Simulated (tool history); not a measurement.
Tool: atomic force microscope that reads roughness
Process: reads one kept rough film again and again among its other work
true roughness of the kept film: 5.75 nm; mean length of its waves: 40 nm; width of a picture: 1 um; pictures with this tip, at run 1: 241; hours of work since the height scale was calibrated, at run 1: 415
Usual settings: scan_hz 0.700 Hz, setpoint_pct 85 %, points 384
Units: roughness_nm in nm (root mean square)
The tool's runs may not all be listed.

run,day,scan_hz,setpoint_pct,points,pictures with this tip,hours of work since the height scale was calibrated,roughness_nm
1,0.000,0.700,85,384,241,415,4.032
# day 0.075: new tip fitted
2,0.688,0.700,85,384,30,426,4.813
3,1.400,0.700,85,384,64,437,4.680
4,1.796,0.700,85,384,83,443,4.605
5,2.542,0.700,85,298,119,454,4.416
6,3.071,0.700,85,298,145,462,4.309
7,3.479,0.700,85,298,165,469,4.299
8,4.188,0.700,85,298,199,479,4.169
9,4.921,0.700,85,1001,234,491,4.066
# day 5.200: new tip fitted
10,5.550,2.021,87,384,17,500,4.104

The next listed run, before its measurement:
11,6.358,0.700,63,467,56,513,?

roughness_nm: 5.004 nm (root mean square)
Without the tool's hidden state the same run would have given roughness_nm 5.229 nm (root mean square).
